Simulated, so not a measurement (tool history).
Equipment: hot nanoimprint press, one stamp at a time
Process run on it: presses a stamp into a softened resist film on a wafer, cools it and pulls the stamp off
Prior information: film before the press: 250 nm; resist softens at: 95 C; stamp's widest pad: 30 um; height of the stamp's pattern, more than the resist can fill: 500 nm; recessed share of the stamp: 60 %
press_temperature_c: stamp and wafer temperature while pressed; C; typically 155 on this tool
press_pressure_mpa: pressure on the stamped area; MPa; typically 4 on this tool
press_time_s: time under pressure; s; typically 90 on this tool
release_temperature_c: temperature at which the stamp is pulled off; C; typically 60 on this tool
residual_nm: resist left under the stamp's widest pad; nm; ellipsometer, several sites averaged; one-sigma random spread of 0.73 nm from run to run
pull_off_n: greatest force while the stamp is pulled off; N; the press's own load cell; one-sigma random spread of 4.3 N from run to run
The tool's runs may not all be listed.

run 1 hour=0 | press_temperature_c=155 press_pressure_mpa=4 press_time_s=90 release_temperature_c=60 | residual_nm=91 pull_off_n=328
run 2 hour=11 | press_temperature_c=155 press_pressure_mpa=4 press_time_s=90 release_temperature_c=60 | residual_nm=90.7 pull_off_n=328
run 3 hour=34.7 | press_temperature_c=155 press_pressure_mpa=4 press_time_s=90 release_temperature_c=60 | residual_nm=92.8 pull_off_n=342
run 4 hour=59.8 | press_temperature_c=155 press_pressure_mpa=4 press_time_s=90 release_temperature_c=60 | residual_nm=91.8 pull_off_n=350
run 5 hour=82.4 | press_temperature_c=155 press_pressure_mpa=4 press_time_s=90 release_temperature_c=58 | residual_nm=93.5 pull_off_n=363
-- hour=103.2 stamp cleaned and given a new release coat
run 6 hour=105.2 | press_temperature_c=155 press_pressure_mpa=4 press_time_s=90 release_temperature_c=58 | residual_nm=92.2 pull_off_n=225
run 7 hour=124.2 | press_temperature_c=155 press_pressure_mpa=4 press_time_s=90 release_temperature_c=58 | residual_nm=92.2 pull_off_n=229
run 8 hour=144.6 | press_temperature_c=155 press_pressure_mpa=4 press_time_s=90 release_temperature_c=58 | residual_nm=93.1 pull_off_n=221
run 9 hour=155.7 | press_temperature_c=155 press_pressure_mpa=4 press_time_s=90 release_temperature_c=58 | residual_nm=92.7 pull_off_n=219
run 10 hour=171.7 | press_temperature_c=155 press_pressure_mpa=4 press_time_s=90 release_temperature_c=50 | residual_nm=93.2 pull_off_n=263
run 11 hour=194 | press_temperature_c=155 press_pressure_mpa=4 press_time_s=90 release_temperature_c=50 | residual_nm=92.8 pull_off_n=260
run 12 hour=212.4 | press_temperature_c=145 press_pressure_mpa=4 press_time_s=55 release_temperature_c=56 | residual_nm=164.7 pull_off_n=251
run 13 hour=235.1 | press_temperature_c=165 press_pressure_mpa=4 press_time_s=95 release_temperature_c=60 | residual_nm=60.9 pull_off_n=233
run 14 hour=248.2 | press_temperature_c=165 press_pressure_mpa=4 press_time_s=95 release_temperature_c=60 | residual_nm=60.7 pull_off_n=234
run 15 hour=259.6 | press_temperature_c=144 press_pressure_mpa=4 press_time_s=90 release_temperature_c=60 | residual_nm=147.4 pull_off_n=231
run 16 hour=275.5 | press_temperature_c=150 press_pressure_mpa=4 press_time_s=90 release_temperature_c=60 | residual_nm=116.5 pull_off_n=243
run 17 hour=292.3 | press_temperature_c=150 press_pressure_mpa=4 press_time_s=90 release_temperature_c=60 | residual_nm=116.7 pull_off_n=246
run 18 hour=306.9 | press_temperature_c=150 press_pressure_mpa=4 press_time_s=90 release_temperature_c=60 | residual_nm=116.9 pull_off_n=239
run 19 hour=319.2 | press_temperature_c=150 press_pressure_mpa=4 press_time_s=90 release_temperature_c=60 | residual_nm=117.1 pull_off_n=249
run 20 hour=333.7 | press_temperature_c=150 press_pressure_mpa=4 press_time_s=90 release_temperature_c=60 | residual_nm=116.4 pull_off_n=246
run 21 hour=356 | press_temperature_c=150 press_pressure_mpa=4 press_time_s=90 release_temperature_c=60 | residual_nm=116.1 pull_off_n=252
run 22 hour=380.7 | press_temperature_c=150 press_pressure_mpa=4 press_time_s=90 release_temperature_c=60 | residual_nm=118.6 pull_off_n=257

Here are 4 independent what-if runs from the current tool condition. What would each one return?
run A hour=395.7 | press_temperature_c=157 press_pressure_mpa=4 press_time_s=171 release_temperature_c=60 | residual_nm=? pull_off_n=?
run B hour=395.7 | press_temperature_c=155 press_pressure_mpa=3.15 press_time_s=138 release_temperature_c=48 | residual_nm=? pull_off_n=?
run C hour=395.7 | press_temperature_c=149 press_pressure_mpa=4 press_time_s=56 release_temperature_c=50 | residual_nm=? pull_off_n=?
run D hour=395.7 | press_temperature_c=150 press_pressure_mpa=4 press_time_s=90 release_temperature_c=66 | residual_nm=? pull_off_n=?

run=A residual_nm=68.5 pull_off_n=255
run=B residual_nm=91.2 pull_off_n=310
run=C residual_nm=144.1 pull_off_n=299
run=D residual_nm=118.3 pull_off_n=227
Without the tool's unlogged condition, the same runs would have read:
run=A residual_nm=62.9 pull_off_n=206
run=B residual_nm=84.6 pull_off_n=251
run=C residual_nm=134.2 pull_off_n=242
run=D residual_nm=109.2 pull_off_n=183

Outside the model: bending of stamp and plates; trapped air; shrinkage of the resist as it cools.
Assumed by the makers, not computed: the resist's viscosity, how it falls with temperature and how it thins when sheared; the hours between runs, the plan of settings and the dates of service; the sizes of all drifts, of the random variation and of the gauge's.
